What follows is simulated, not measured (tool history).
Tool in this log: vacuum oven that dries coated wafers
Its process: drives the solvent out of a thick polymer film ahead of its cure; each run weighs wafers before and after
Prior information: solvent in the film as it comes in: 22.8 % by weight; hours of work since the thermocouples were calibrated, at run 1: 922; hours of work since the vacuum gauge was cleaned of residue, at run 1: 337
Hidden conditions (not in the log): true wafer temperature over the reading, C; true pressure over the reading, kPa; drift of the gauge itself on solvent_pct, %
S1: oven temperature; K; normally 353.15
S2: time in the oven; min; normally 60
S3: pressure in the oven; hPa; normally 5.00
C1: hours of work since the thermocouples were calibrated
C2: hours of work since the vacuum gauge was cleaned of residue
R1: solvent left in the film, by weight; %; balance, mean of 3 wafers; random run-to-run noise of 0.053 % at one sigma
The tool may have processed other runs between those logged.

{"run": 1, "hour": 0.0, "S1": 353.15, "S2": 60, "S3": 5.0, "C1": 922, "C2": 337, "R1": 1.95}
{"run": 2, "hour": 14.0, "S1": 346.15, "S2": 60, "S3": 5.0, "C1": 931, "C2": 345, "R1": 3.94}
{"run": 3, "hour": 36.2, "S1": 353.15, "S2": 34, "S3": 5.0, "C1": 944, "C2": 358, "R1": 4.5}
{"run": 4, "hour": 47.0, "S1": 353.15, "S2": 60, "S3": 5.0, "C1": 950, "C2": 364, "R1": 1.89}
{"run": 5, "hour": 70.8, "S1": 353.15, "S2": 60, "S3": 5.0, "C1": 964, "C2": 378, "R1": 1.96}
{"run": 6, "hour": 95.5, "S1": 353.15, "S2": 60, "S3": 5.0, "C1": 978, "C2": 392, "R1": 1.93}
{"run": 7, "hour": 109.0, "S1": 353.15, "S2": 97, "S3": 5.0, "C1": 986, "C2": 400, "R1": 1.0}
{"run": 8, "hour": 124.5, "S1": 353.15, "S2": 43, "S3": 5.0, "C1": 995, "C2": 409, "R1": 3.13}
{"run": 9, "hour": 136.2, "S1": 363.15, "S2": 60, "S3": 15.05, "C1": 1002, "C2": 416, "R1": 1.77}
{"run": 10, "hour": 155.3, "S1": 342.15, "S2": 60, "S3": 7.05, "C1": 1013, "C2": 427, "R1": 6.09}
{"run": 11, "hour": 174.3, "S1": 342.15, "S2": 60, "S3": 7.05, "C1": 1024, "C2": 438, "R1": 5.98}
{"run": 12, "hour": 194.5, "S1": 347.15, "S2": 71, "S3": 10.65, "C1": 1036, "C2": 450, "R1": 3.96}
{"hour": 211.3, "done": "oven's thermocouples calibrated"}
{"run": 13, "hour": 213.2, "S1": 347.15, "S2": 55, "S3": 16.1, "C1": 1, "C2": 460, "R1": 6.07}
{"run": 14, "hour": 229.7, "S1": 364.15, "S2": 88, "S3": 9.07, "C1": 11, "C2": 469, "R1": 1.08}
{"run": 15, "hour": 252.6, "S1": 364.15, "S2": 53, "S3": 5.1, "C1": 24, "C2": 483, "R1": 0.67}

Take each entry between the runs: how does the hidden state at the last listed run before it differ from the hidden state at the first listed run after it?
In the gap between runs 12 and 13: oven's thermocouples calibrated (hour 211.3)
  true wafer temperature over the reading, C: -0.04 -> 0

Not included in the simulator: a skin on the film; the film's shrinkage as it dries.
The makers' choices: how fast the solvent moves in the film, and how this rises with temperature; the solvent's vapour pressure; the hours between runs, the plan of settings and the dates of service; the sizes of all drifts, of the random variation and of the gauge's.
